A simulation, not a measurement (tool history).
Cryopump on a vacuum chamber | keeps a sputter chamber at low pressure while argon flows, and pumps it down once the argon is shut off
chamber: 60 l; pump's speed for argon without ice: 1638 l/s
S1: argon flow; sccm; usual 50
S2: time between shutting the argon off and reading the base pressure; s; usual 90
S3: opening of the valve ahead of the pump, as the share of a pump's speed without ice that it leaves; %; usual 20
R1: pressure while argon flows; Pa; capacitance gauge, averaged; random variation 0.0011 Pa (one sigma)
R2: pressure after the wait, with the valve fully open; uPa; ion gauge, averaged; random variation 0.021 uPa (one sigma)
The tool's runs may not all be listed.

run 1 hour=0.0 | S1=50 S2=90 S3=20 | R1=0.2680 R2=2.82
run 2 hour=11.3 | S1=50 S2=90 S3=20 | R1=0.2702 R2=2.78
run 3 hour=20.9 | S1=50 S2=90 S3=20 | R1=0.2700 R2=2.86
run 4 hour=30.8 | S1=50 S2=90 S3=31 | R1=0.1773 R2=2.98
run 5 hour=50.3 | S1=50 S2=90 S3=55 | R1=0.1050 R2=2.90
run 6 hour=64.9 | S1=50 S2=90 S3=55 | R1=0.1066 R2=2.92
run 7 hour=84.5 | S1=50 S2=90 S3=55 | R1=0.1062 R2=2.95
run 8 hour=100.3 | S1=50 S2=269 S3=20 | R1=0.2703 R2=2.77
run 9 hour=110.7 | S1=50 S2=269 S3=20 | R1=0.2718 R2=2.86
run 10 hour=124.6 | S1=28 S2=269 S3=20 | R1=0.1525 R2=2.70
run 11 hour=142.3 | S1=28 S2=269 S3=20 | R1=0.1523 R2=2.87
run 12 hour=162.6 | S1=50 S2=90 S3=25 | R1=0.2188 R2=3.05
run 13 hour=178.2 | S1=50 S2=90 S3=25 | R1=0.2216 R2=3.04
run 14 hour=197.2 | S1=50 S2=90 S3=20 | R1=0.2729 R2=3.08
run 15 hour=208.8 | S1=50 S2=90 S3=20 | R1=0.2747 R2=3.08
run 16 hour=218.1 | S1=50 S2=90 S3=20 | R1=0.2749 R2=3.14
run 17 hour=231.2 | S1=38 S2=75 S3=20 | R1=0.2062 R2=3.17
run 18 hour=240.7 | S1=38 S2=75 S3=23 | R1=0.1808 R2=3.17
run 19 hour=254.7 | S1=38 S2=75 S3=23 | R1=0.1825 R2=3.29
-- hour=264.3 pump warmed up, emptied and cooled again
run 20 hour=279.3 | S1=43 S2=216 S3=36 | R1=0.1246 R2=2.38
run 21 hour=289.5 | S1=43 S2=216 S3=36 | R1=0.1260 R2=2.41
run 22 hour=305.3 | S1=44 S2=93 S3=22 | R1=0.2073 R2=2.60
run 23 hour=326.3 | S1=50 S2=70 S3=20 | R1=0.2605 R2=2.67
run 24 hour=339.5 | S1=50 S2=63 S3=20 | R1=0.2607 R2=2.77
run 25 hour=350.0 | S1=31 S2=90 S3=24 | R1=0.1344 R2=2.63
run 26 hour=363.6 | S1=50 S2=81 S3=20 | R1=0.2610 R2=2.64
run 27 hour=384.9 | S1=50 S2=81 S3=20 | R1=0.2624 R2=2.68
run 28 hour=399.2 | S1=21 S2=90 S3=28 | R1=0.0786 R2=2.63
run 29 hour=419.4 | S1=100 S2=90 S3=28 | R1=0.3742 R2=2.72

3 ways to go on from here, each from the tool as it stands after run 29. What would each give?
run A hour=433.2 | S1=29 S2=91 S3=20 | R1=? R2=?
run B hour=433.2 | S1=100 S2=45 S3=20 | R1=? R2=?
run C hour=433.2 | S1=22 S2=121 S3=28 | R1=? R2=?

run=A R1=0.1500 R2=2.71
run=B R1=0.5224 R2=2.98
run=C R1=0.0826 R2=2.61
Without the tool's hidden state the same runs would have given:
run=A R1=0.1484 R2=0.44
run=B R1=0.5167 R2=0.75
run=C R1=0.0814 R2=0.37
